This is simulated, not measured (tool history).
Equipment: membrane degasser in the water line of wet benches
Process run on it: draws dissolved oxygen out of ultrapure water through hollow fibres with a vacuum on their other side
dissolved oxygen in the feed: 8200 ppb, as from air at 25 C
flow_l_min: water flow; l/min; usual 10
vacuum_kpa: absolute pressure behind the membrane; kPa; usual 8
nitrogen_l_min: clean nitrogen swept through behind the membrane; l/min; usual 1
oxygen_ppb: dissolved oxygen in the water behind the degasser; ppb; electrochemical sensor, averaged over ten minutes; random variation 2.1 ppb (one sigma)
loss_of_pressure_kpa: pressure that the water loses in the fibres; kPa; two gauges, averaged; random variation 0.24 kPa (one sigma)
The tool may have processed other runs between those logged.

run,day,flow_l_min,vacuum_kpa,nitrogen_l_min,oxygen_ppb,loss_of_pressure_kpa
1,0,10,8,1,213.1,62.44
2,2.95,10,8,1,213.1,62.31
3,6.446,10,12.98,1,326.6,62.56
4,8.142,10,12.98,1,331.5,62.61
5,10.362,10,16.13,1,393.8,62.34
6,12.892,10,16.13,1,400.6,62.91
7,15.462,10,16.13,1,398.6,62.49
8,18.862,10,16.13,1,407.3,62.22
9,22.575,9,16.13,1,365.1,56.63
10,24.429,9,16.13,1,366,56.68
11,25.921,7,8,1,145.9,44.52
12,29.467,7,8,1,145.6,43.88
# day 32.812: seals of the vacuum lines changed
13,32.812,10,6.3,1,175.6,62.61
14,35.888,10,8,2.92,142.4,63.01
15,37.942,6,13.27,2.48,106.3,37.49
16,39.617,11,19.83,1.96,334.5,69.27
# day 39.958: vacuum gauge calibrated
17,41.883,8,6.03,0.52,183,50.42
18,45.058,6,10.25,1.23,133,37.49
19,48.083,6,10.25,1.23,133.2,37.94
20,51.725,6,9.64,2.46,88.2,37.77
21,54.729,14,8,1.05,310,88.05
22,58.383,14,8,1.05,315.8,88.38
# day 59.362: vacuum gauge calibrated, once more
23,60.05,15,7.08,0.94,320.7,94.91
24,62.4,15,7.08,0.94,310.9,95.51
25,65.196,13,12.27,0.52,598.6,82.5

Below are 3 alternative next runs, each starting from the tool's condition after run 25. Predict each:
A,68.725,13,5.39,0.52,?,?
B,68.725,10,6.22,1,?,?
C,68.725,15,12.27,2.88,?,?

run,oxygen_ppb,loss_of_pressure_kpa
A,262.5,82.52
B,174.8,63.68
C,293.5,95.56
Take away the tool's hidden state, keep each run's random variation, and the runs would have read:
run,oxygen_ppb,loss_of_pressure_kpa
A,244.9,80.24
B,161.7,61.92
C,274.5,92.93
